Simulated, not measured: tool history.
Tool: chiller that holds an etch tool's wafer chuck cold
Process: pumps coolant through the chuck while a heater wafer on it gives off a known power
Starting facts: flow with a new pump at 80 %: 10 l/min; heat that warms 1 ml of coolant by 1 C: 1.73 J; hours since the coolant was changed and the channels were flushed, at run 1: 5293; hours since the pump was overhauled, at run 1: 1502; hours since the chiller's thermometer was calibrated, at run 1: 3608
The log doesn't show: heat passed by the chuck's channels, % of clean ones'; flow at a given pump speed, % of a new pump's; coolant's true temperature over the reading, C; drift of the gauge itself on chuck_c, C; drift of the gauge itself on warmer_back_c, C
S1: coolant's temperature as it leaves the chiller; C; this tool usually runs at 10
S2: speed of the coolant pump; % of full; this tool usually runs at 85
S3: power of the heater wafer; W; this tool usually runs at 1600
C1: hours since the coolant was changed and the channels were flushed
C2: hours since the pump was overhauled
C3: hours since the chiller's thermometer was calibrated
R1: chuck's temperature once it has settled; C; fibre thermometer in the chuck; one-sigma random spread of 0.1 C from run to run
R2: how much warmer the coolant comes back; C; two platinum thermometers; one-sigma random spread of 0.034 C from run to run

run	day	S1	S2	S3	C1	C2	C3	R1	R2
1	0.000	10	85	1600	5293	1502	3608	21.0	5.26
2	1.492	10	85	1600	5329	1538	3644	21.0	5.30
3	2.571	10	85	1600	5355	1564	3670	20.9	5.28
4	4.146	10	80	1600	5392	1602	3708	21.5	5.58
# day 5.375: chiller's thermometer calibrated
5	5.425	10	85	1600	5422	1632	1	20.8	5.25
6	7.717	10	85	1600	5477	1687	56	20.9	5.25
7	10.283	10	85	1600	5539	1748	118	20.8	5.31
8	12.242	10	85	1600	5586	1795	165	20.8	5.35
9	14.738	10	85	1600	5646	1855	225	20.7	5.34
10	16.583	10	85	1600	5690	1899	269	20.8	5.41
11	18.608	20	64	2080	5739	1948	318	37.7	9.13
12	19.862	14	78	2266	5769	1978	348	30.5	8.24
13	21.733	14	78	943	5814	2023	393	20.9	3.59
14	24.217	14	78	943	5873	2083	452	21.0	3.49
15	25.417	2	64	859	5902	2111	481	9.4	3.91
16	26.579	10	67	1204	5930	2139	509	19.8	5.17
17	27.892	10	67	1072	5961	2171	540	18.9	4.59
18	30.054	4	94	1648	6013	2223	592	14.2	5.17
# day 31.088: gauge calibrated
19	32.238	3	96	1085	6066	2275	645	9.7	3.17
20	34.592	3	96	1085	6122	2331	701	9.6	3.09

Forecast each of these 3 alternatives for the next run:
A	36.158	1	97	858	6160	2369	739	?	?
B	36.158	15	85	1600	6160	2369	739	?	?
C	36.158	3	91	1435	6160	2369	739	?	?

run	R1	R2
A	6.4	2.52
B	25.8	5.29
C	12.2	4.48
Without the tool's unlogged condition, the same runs would have read:
run	R1	R2
A	6.4	2.48
B	25.8	5.25
C	12.1	4.45
